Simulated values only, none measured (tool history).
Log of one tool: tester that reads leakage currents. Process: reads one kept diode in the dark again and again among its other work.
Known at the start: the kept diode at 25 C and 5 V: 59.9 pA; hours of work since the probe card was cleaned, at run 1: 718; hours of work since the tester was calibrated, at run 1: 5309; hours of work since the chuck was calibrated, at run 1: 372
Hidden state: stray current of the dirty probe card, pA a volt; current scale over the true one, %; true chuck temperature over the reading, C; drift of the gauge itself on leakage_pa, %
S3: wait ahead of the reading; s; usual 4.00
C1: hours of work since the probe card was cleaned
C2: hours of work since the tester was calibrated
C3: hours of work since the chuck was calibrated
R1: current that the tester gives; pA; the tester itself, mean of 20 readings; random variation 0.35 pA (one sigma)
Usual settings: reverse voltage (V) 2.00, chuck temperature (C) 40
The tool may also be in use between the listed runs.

run 1 hour=0.0 | reverse_voltage_(V)=2.00 chuck_temperature_(C)=40 S3=4.00 | C1=718 C2=5309 C3=372 | R1=115.02
run 2 hour=126.1 | reverse_voltage_(V)=3.21 chuck_temperature_(C)=40 S3=4.00 | C1=814 C2=5405 C3=469 | R1=148.93
run 3 hour=231.4 | reverse_voltage_(V)=3.21 chuck_temperature_(C)=40 S3=4.00 | C1=895 C2=5486 C3=549 | R1=147.89
run 4 hour=353.4 | reverse_voltage_(V)=3.21 chuck_temperature_(C)=40 S3=4.00 | C1=988 C2=5579 C3=642 | R1=147.94
-- hour=408.9 probe card cleaned and baked
-- hour=426.4 chuck's temperature calibrated
run 5 hour=457.4 | reverse_voltage_(V)=3.21 chuck_temperature_(C)=40 S3=4.00 | C1=36 C2=5655 C3=24 | R1=148.59
run 6 hour=598.3 | reverse_voltage_(V)=3.21 chuck_temperature_(C)=40 S3=4.00 | C1=143 C2=5762 C3=131 | R1=148.08
-- hour=612.0 tester calibrated
run 7 hour=696.2 | reverse_voltage_(V)=2.00 chuck_temperature_(C)=20 S3=4.00 | C1=216 C2=64 C3=205 | R1=24.99
run 8 hour=773.4 | reverse_voltage_(V)=2.00 chuck_temperature_(C)=20 S3=4.00 | C1=275 C2=123 C3=264 | R1=24.99
run 9 hour=872.3 | reverse_voltage_(V)=2.00 chuck_temperature_(C)=45 S3=4.00 | C1=351 C2=199 C3=339 | R1=164.12
run 10 hour=1013.3 | reverse_voltage_(V)=2.00 chuck_temperature_(C)=45 S3=4.00 | C1=459 C2=306 C3=447 | R1=165.09
run 11 hour=1102.5 | reverse_voltage_(V)=2.00 chuck_temperature_(C)=45 S3=4.00 | C1=527 C2=375 C3=515 | R1=164.74
run 12 hour=1254.3 | reverse_voltage_(V)=2.00 chuck_temperature_(C)=49 S3=4.00 | C1=643 C2=491 C3=631 | R1=215.92
-- hour=1340.1 chuck's temperature calibrated
run 13 hour=1377.5 | reverse_voltage_(V)=2.00 chuck_temperature_(C)=49 S3=4.00 | C1=735 C2=583 C3=29 | R1=217.39
run 14 hour=1518.3 | reverse_voltage_(V)=2.00 chuck_temperature_(C)=49 S3=4.00 | C1=843 C2=691 C3=136 | R1=216.54
run 15 hour=1632.6 | reverse_voltage_(V)=1.33 chuck_temperature_(C)=49 S3=4.00 | C1=930 C2=778 C3=223 | R1=175.81
-- hour=1765.5 probe card cleaned and baked
run 16 hour=1813.1 | reverse_voltage_(V)=1.33 chuck_temperature_(C)=49 S3=4.00 | C1=36 C2=914 C3=359 | R1=176.13
run 17 hour=1891.3 | reverse_voltage_(V)=1.33 chuck_temperature_(C)=53 S3=4.00 | C1=96 C2=973 C3=419 | R1=231.32
run 18 hour=2033.3 | reverse_voltage_(V)=12.60 chuck_temperature_(C)=42 S3=1.26 | C1=205 C2=1082 C3=527 | R1=352.12
run 19 hour=2202.1 | reverse_voltage_(V)=2.23 chuck_temperature_(C)=26 S3=2.46 | C1=333 C2=1211 C3=656 | R1=42.96
-- hour=2255.3 chuck's temperature calibrated
run 20 hour=2311.8 | reverse_voltage_(V)=1.59 chuck_temperature_(C)=35 S3=0.77 | C1=416 C2=1293 C3=43 | R1=71.91
run 21 hour=2404.5 | reverse_voltage_(V)=1.59 chuck_temperature_(C)=35 S3=0.77 | C1=487 C2=1364 C3=114 | R1=71.53
run 22 hour=2544.3 | reverse_voltage_(V)=13.08 chuck_temperature_(C)=30 S3=4.75 | C1=593 C2=1471 C3=221 | R1=147.67
run 23 hour=2668.6 | reverse_voltage_(V)=2.00 chuck_temperature_(C)=40 S3=1.72 | C1=688 C2=1566 C3=316 | R1=116.36
run 24 hour=2856.3 | reverse_voltage_(V)=2.00 chuck_temperature_(C)=40 S3=1.72 | C1=832 C2=1709 C3=459 | R1=116.00
run 25 hour=2964.2 | reverse_voltage_(V)=2.00 chuck_temperature_(C)=40 S3=3.05 | C1=914 C2=1791 C3=542 | R1=116.03
-- hour=3125.4 probe card cleaned and baked
run 26 hour=3139.2 | reverse_voltage_(V)=13.35 chuck_temperature_(C)=40 S3=1.92 | C1=11 C2=1923 C3=673 | R1=314.35
-- hour=3166.6 chuck's temperature calibrated
run 27 hour=3256.5 | reverse_voltage_(V)=2.00 chuck_temperature_(C)=30 S3=6.86 | C1=99 C2=2011 C3=69 | R1=55.38
run 28 hour=3385.8 | reverse_voltage_(V)=2.00 chuck_temperature_(C)=29 S3=0.61 | C1=197 C2=2110 C3=167 | R1=51.65
run 29 hour=3486.1 | reverse_voltage_(V)=18.46 chuck_temperature_(C)=32 S3=4.30 | C1=274 C2=2186 C3=244 | R1=204.86
run 30 hour=3647.9 | reverse_voltage_(V)=11.05 chuck_temperature_(C)=56 S3=2.30 | C1=398 C2=2310 C3=368 | R1=849.59
run 31 hour=3747.1 | reverse_voltage_(V)=1.58 chuck_temperature_(C)=23 S3=0.87 | C1=473 C2=2386 C3=443 | R1=28.42
run 32 hour=3825.3 | reverse_voltage_(V)=4.94 chuck_temperature_(C)=26 S3=1.64 | C1=533 C2=2445 C3=503 | R1=65.26

Hidden state at the last listed run before each entry between runs and at the first one after, where it differs:
Between runs 4 and 5: probe card cleaned and baked (hour 408.9); chuck's temperature calibrated (hour 426.4)
  stray current of the dirty probe card, pA a volt: 0.061 -> 0.022; true chuck temperature over the reading, C: -0.02 -> 0
  measured less the result without the state, R1: -0.05 -> +0.10 pA
Between runs 6 and 7: tester calibrated (hour 612.0)
  stray current of the dirty probe card, pA a volt: 0.026 -> 0.029; current scale over the true one, %: 0.05 -> 0
  measured less the result without the state, R1: +0.07 -> +0.01 pA
Between runs 12 and 13: chuck's temperature calibrated (hour 1340.1)
  stray current of the dirty probe card, pA a volt: 0.045 -> 0.049; true chuck temperature over the reading, C: -0.02 -> 0
  measured less the result without the state, R1: -0.22 -> +0.07 pA
Between runs 15 and 16: probe card cleaned and baked (hour 1765.5)
  stray current of the dirty probe card, pA a volt: 0.056 -> 0.022
  measured less the result without the state, R1: -0.01 -> -0.11 pA
Between runs 19 and 20: chuck's temperature calibrated (hour 2255.3)
  stray current of the dirty probe card, pA a volt: 0.033 -> 0.036; true chuck temperature over the reading, C: -0.02 -> 0
  measured less the result without the state, R1: -0.04 -> +0.05 pA
Between runs 25 and 26: probe card cleaned and baked (hour 3125.4)
  stray current of the dirty probe card, pA a volt: 0.055 -> 0.021; true chuck temperature over the reading, C: -0.01 -> -0.02
  measured less the result without the state, R1: -0.03 -> -0.33 pA
Between runs 26 and 27: chuck's temperature calibrated (hour 3166.6)
  stray current of the dirty probe card, pA a volt: 0.021 -> 0.024; true chuck temperature over the reading, C: -0.02 -> -0.01
  measured less the result without the state, R1: -0.33 -> -0.01 pA
